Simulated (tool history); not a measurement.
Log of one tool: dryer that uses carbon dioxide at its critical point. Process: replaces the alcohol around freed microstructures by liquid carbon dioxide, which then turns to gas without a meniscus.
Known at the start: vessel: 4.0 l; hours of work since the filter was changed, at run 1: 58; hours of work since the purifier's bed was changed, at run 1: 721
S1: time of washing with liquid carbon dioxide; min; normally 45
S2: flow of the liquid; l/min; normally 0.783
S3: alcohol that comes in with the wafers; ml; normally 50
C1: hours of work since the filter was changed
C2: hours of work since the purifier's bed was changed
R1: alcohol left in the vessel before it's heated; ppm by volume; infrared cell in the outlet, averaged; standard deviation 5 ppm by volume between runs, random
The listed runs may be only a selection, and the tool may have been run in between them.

Run 1, hour 0.0: usual settings; C1 58; C2 721. Result: R1 95 ppm by volume.
Run 2, hour 47.0: usual settings; C1 73; C2 735. Result: R1 94 ppm by volume.
Run 3, hour 77.5: usual settings; C1 83; C2 745. Result: R1 105 ppm by volume.
Run 4, hour 112.3: usual settings but S2 0.834 l/min; C1 94; C2 756. Result: R1 90 ppm by volume.
Run 5, hour 165.9: usual settings but S2 0.815 l/min; C1 111; C2 773. Result: R1 96 ppm by volume.
Run 6, hour 205.7: usual settings but S2 0.815 l/min; C1 123; C2 786. Result: R1 103 ppm by volume.
Run 7, hour 254.5: usual settings but S2 0.815 l/min; C1 139; C2 801. Result: R1 104 ppm by volume.
Run 8, hour 284.1: usual settings; C1 148; C2 811. Result: R1 101 ppm by volume.
Run 9, hour 315.9: usual settings but S2 0.803 l/min; C1 158; C2 821. Result: R1 114 ppm by volume.
Run 10, hour 365.6: usual settings but S1 44 min, S2 0.803 l/min; C1 174; C2 837. Result: R1 107 ppm by volume.
At hour 390.8: inlet filter changed.
Run 11, hour 394.6: usual settings but S1 44 min, S2 0.803 l/min; C1 1; C2 846. Result: R1 104 ppm by volume.
Run 12, hour 422.2: usual settings but S1 44 min, S2 0.803 l/min; C1 10; C2 854. Result: R1 112 ppm by volume.
Run 13, hour 476.9: usual settings but S1 44 min, S2 0.803 l/min; C1 27; C2 872. Result: R1 98 ppm by volume.
Run 14, hour 512.0: usual settings but S1 44 min, S2 0.803 l/min; C1 38; C2 883. Result: R1 109 ppm by volume.
Run 15, hour 560.0: usual settings but S3 80 ml; C1 54; C2 898. Result: R1 125 ppm by volume.
At hour 612.8: purifier's bed changed.
Run 16, hour 612.8: usual settings but S3 40 ml; C1 70; C2 0. Result: R1 10 ppm by volume.
Run 17, hour 666.1: usual settings but S3 40 ml; C1 86; C2 17. Result: R1 11 ppm by volume.
Run 18, hour 720.4: usual settings but S2 0.774 l/min; C1 104; C2 34. Result: R1 18 ppm by volume.
Run 19, hour 756.3: usual settings but S2 0.774 l/min; C1 115; C2 46. Result: R1 31 ppm by volume.
Run 20, hour 786.0: usual settings but S2 0.774 l/min; C1 125; C2 55. Result: R1 17 ppm by volume.
Run 21, hour 843.5: usual settings but S2 0.754 l/min; C1 143; C2 73. Result: R1 40 ppm by volume.
Run 22, hour 873.8: usual settings but S2 0.754 l/min; C1 152; C2 83. Result: R1 29 ppm by volume.
Run 23, hour 923.5: usual settings; C1 168; C2 99. Result: R1 32 ppm by volume.
At hour 966.1: inlet filter changed.
Run 24, hour 966.1: usual settings but S1 71 min; C1 0; C2 112. Result: R1 16 ppm by volume.
Run 25, hour 999.2: usual settings but S2 0.565 l/min, S3 104 ml; C1 11; C2 122. Result: R1 162 ppm by volume.
Run 26, hour 1055.7: usual settings but S2 0.855 l/min, S3 104 ml; C1 28; C2 140. Result: R1 43 ppm by volume.
Run 27, hour 1095.3: usual settings but S1 53 min, S2 0.885 l/min, S3 105 ml; C1 41; C2 153. Result: R1 22 ppm by volume.
Run 28, hour 1124.3: usual settings but S3 78 ml; C1 50; C2 162. Result: R1 48 ppm by volume.
Run 29, hour 1157.7: usual settings but S1 39 min, S2 0.653 l/min, S3 52 ml; C1 61; C2 173. Result: R1 109 ppm by volume.
Run 30, hour 1188.8: usual settings but S2 1.170 l/min, S3 41 ml; C1 71; C2 183. Result: R1 31 ppm by volume.
Run 31, hour 1215.8: usual settings but S2 1.170 l/min, S3 41 ml; C1 79; C2 191. Result: R1 31 ppm by volume.
Run 32, hour 1247.2: usual settings but S2 1.170 l/min, S3 41 ml; C1 89; C2 201. Result: R1 27 ppm by volume.
Run 33, hour 1281.3: usual settings but S2 1.170 l/min, S3 41 ml; C1 100; C2 212. Result: R1 31 ppm by volume.
Run 34, hour 1315.7: usual settings but S1 56 min, S2 0.508 l/min, S3 26 ml; C1 111; C2 223. Result: R1 54 ppm by volume.
Run 35, hour 1371.7: usual settings but S1 68 min, S2 0.631 l/min, S3 41 ml; C1 129; C2 241. Result: R1 38 ppm by volume.
Run 36, hour 1401.2: usual settings but S1 44 min; C1 138; C2 250. Result: R1 47 ppm by volume.
Run 37, hour 1449.5: usual settings but S1 32 min, S2 0.826 l/min, S3 37 ml; C1 154; C2 265. Result: R1 96 ppm by volume.
Run 38, hour 1497.7: usual settings but S1 32 min, S2 0.826 l/min, S3 37 ml; C1 169; C2 281. Result: R1 110 ppm by volume.
At hour 1541.4: inlet filter changed.
Run 39, hour 1541.8: usual settings but S1 32 min, S2 0.826 l/min, S3 37 ml; C1 0; C2 294. Result: R1 84 ppm by volume.
Run 40, hour 1594.2: usual settings but S1 27 min; C1 17; C2 311. Result: R1 234 ppm by volume.
Run 41, hour 1623.3: usual settings but S1 27 min; C1 26; C2 320. Result: R1 225 ppm by volume.
Run 42, hour 1674.1: usual settings but S1 27 min, S2 1.259 l/min, S3 65 ml; C1 42; C2 336. Result: R1 63 ppm by volume.
Run 43, hour 1710.3: usual settings but S1 27 min, S2 1.259 l/min, S3 65 ml; C1 54; C2 348. Result: R1 72 ppm by volume.
Run 44, hour 1762.0: usual settings but S1 66 min, S2 0.534 l/min, S3 73 ml; C1 70; C2 364. Result: R1 66 ppm by volume.
Run 45, hour 1800.8: usual settings but S1 66 min, S2 0.827 l/min, S3 73 ml; C1 82; C2 377. Result: R1 40 ppm by volume.
Run 46, hour 1852.1: usual settings but S1 66 min, S2 1.117 l/min, S3 82 ml; C1 99; C2 393. Result: R1 52 ppm by volume.
Run 47, hour 1877.8: usual settings but S2 0.664 l/min, S3 30 ml; C1 107; C2 401. Result: R1 74 ppm by volume.

For each entry between runs, how does the tool's hidden state at the last listed run before it compare with that at the first listed run after it?
Runs 10 to 11: inlet filter changed (hour 390.8)
  flow that reaches the vessel past the clogged filter, %: 94.7 -> 99.7; alcohol in the recycled carbon dioxide, ppm: 93.4 -> 94.3
  measured minus no-state result, R1: +94 -> +89 ppm by volume
Runs 15 to 16: purifier's bed changed (hour 612.8)
  flow that reaches the vessel past the clogged filter, %: 98 -> 97.5; alcohol in the recycled carbon dioxide, ppm: 100.2 -> 5.3
  measured minus no-state result, R1: +96 -> +2 ppm by volume
Runs 23 to 24: inlet filter changed (hour 966.1)
  flow that reaches the vessel past the clogged filter, %: 94.4 -> 99.7; alcohol in the recycled carbon dioxide, ppm: 15.7 -> 17.2
  measured minus no-state result, R1: +17 -> +13 ppm by volume
Runs 38 to 39: inlet filter changed (hour 1541.4)
  flow that reaches the vessel past the clogged filter, %: 94.2 -> 99.6; alcohol in the recycled carbon dioxide, ppm: 36.2 -> 37.6
  measured minus no-state result, R1: +49 -> +32 ppm by volume
